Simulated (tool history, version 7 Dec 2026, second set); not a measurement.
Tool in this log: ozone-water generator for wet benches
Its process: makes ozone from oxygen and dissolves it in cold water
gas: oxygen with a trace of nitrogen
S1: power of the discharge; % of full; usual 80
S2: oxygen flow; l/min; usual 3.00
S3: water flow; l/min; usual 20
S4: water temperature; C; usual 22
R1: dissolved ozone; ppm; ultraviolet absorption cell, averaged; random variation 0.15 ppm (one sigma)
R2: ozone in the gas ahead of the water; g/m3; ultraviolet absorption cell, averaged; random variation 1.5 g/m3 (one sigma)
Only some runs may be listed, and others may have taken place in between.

Run 1, hour 0.0: usual settings. Result: R1 18.3 ppm, R2 290.2 g/m3.
Run 2, hour 77.8: usual settings. Result: R1 18.3 ppm, R2 288.3 g/m3.
Run 3, hour 133.0: usual settings. Result: R1 18.4 ppm, R2 289.5 g/m3.
Run 4, hour 193.3: usual settings but S2 2.15 l/min. Result: R1 17.1 ppm, R2 341.0 g/m3.
Run 5, hour 225.4: usual settings but S2 2.73 l/min. Result: R1 18.2 ppm, R2 305.3 g/m3.
Run 6, hour 285.4: usual settings but S2 2.73 l/min. Result: R1 18.2 ppm, R2 303.1 g/m3.
Run 7, hour 356.6: usual settings but S2 4.48 l/min. Result: R1 19.2 ppm, R2 234.2 g/m3.
Run 8, hour 424.0: usual settings but S2 4.48 l/min. Result: R1 19.1 ppm, R2 237.1 g/m3.
Run 9, hour 466.9: usual settings but S2 4.48 l/min. Result: R1 19.0 ppm, R2 234.1 g/m3.
Run 10, hour 527.5: usual settings but S2 4.48 l/min. Result: R1 19.1 ppm, R2 235.7 g/m3.
Run 11, hour 574.0: usual settings but S2 4.48 l/min, S3 13 l/min, S4 23 C. Result: R1 26.4 ppm, R2 236.1 g/m3.
Run 12, hour 628.7: usual settings but S2 4.48 l/min, S3 13 l/min, S4 23 C. Result: R1 26.5 ppm, R2 235.0 g/m3.
Run 13, hour 692.6: usual settings but S2 4.48 l/min, S3 13 l/min, S4 23 C. Result: R1 26.2 ppm, R2 235.6 g/m3.
Run 14, hour 760.2: usual settings but S1 70 % of full, S3 15 l/min, S4 25 C. Result: R1 20.8 ppm, R2 266.8 g/m3.
Run 15, hour 796.6: usual settings but S1 70 % of full, S3 15 l/min, S4 25 C. Result: R1 21.0 ppm, R2 264.4 g/m3.
Run 16, hour 860.5: usual settings but S1 70 % of full, S3 15 l/min, S4 25 C. Result: R1 21.2 ppm, R2 264.4 g/m3.
Run 17, hour 903.2: usual settings but S1 48 % of full, S2 2.02 l/min, S3 12 l/min, S4 19 C. Result: R1 20.5 ppm, R2 245.9 g/m3.
Run 18, hour 953.5: usual settings but S1 82 % of full, S3 17 l/min. Result: R1 21.8 ppm, R2 291.8 g/m3.
Run 19, hour 1009.5: usual settings but S1 82 % of full, S3 26 l/min, S4 17 C. Result: R1 15.1 ppm, R2 292.0 g/m3.

Branching from run 19: 5 alternative next runs. What would each branch give?
At hour 1075.0: water thermometer calibrated.
Run A, hour 1075.0: usual settings but S1 40 % of full, S2 1.64 l/min, S3 26 l/min, S4 17 C. Result: R1 ?, R2 ?.
At hour 1075.0: water thermometer calibrated.
Run B, hour 1075.0: usual settings but S2 3.92 l/min, S3 16 l/min, S4 26 C. Result: R1 ?, R2 ?.
At hour 1075.0: water thermometer calibrated.
Run C, hour 1075.0: usual settings but S1 55 % of full, S3 15 l/min, S4 15 C. Result: R1 ?, R2 ?.
At hour 1075.0: water thermometer calibrated.
Run D, hour 1075.0: usual settings but S1 65 % of full. Result: R1 ?, R2 ?.
At hour 1075.0: water thermometer calibrated.
Run E, hour 1075.0: usual settings but S1 82 % of full, S2 5.11 l/min, S3 26 l/min, S4 15 C. Result: R1 ?, R2 ?.

run    R1     R2
  A   7.9  243.3
  B  21.2  253.0
  C  19.9  223.3
  D  16.2  252.7
  E  16.8  225.0
What these runs would have given with no unlogged condition in the tool:
run    R1     R2
  A   7.9  243.5
  B  21.3  253.3
  C  19.9  223.5
  D  16.2  252.9
  E  16.8  225.3
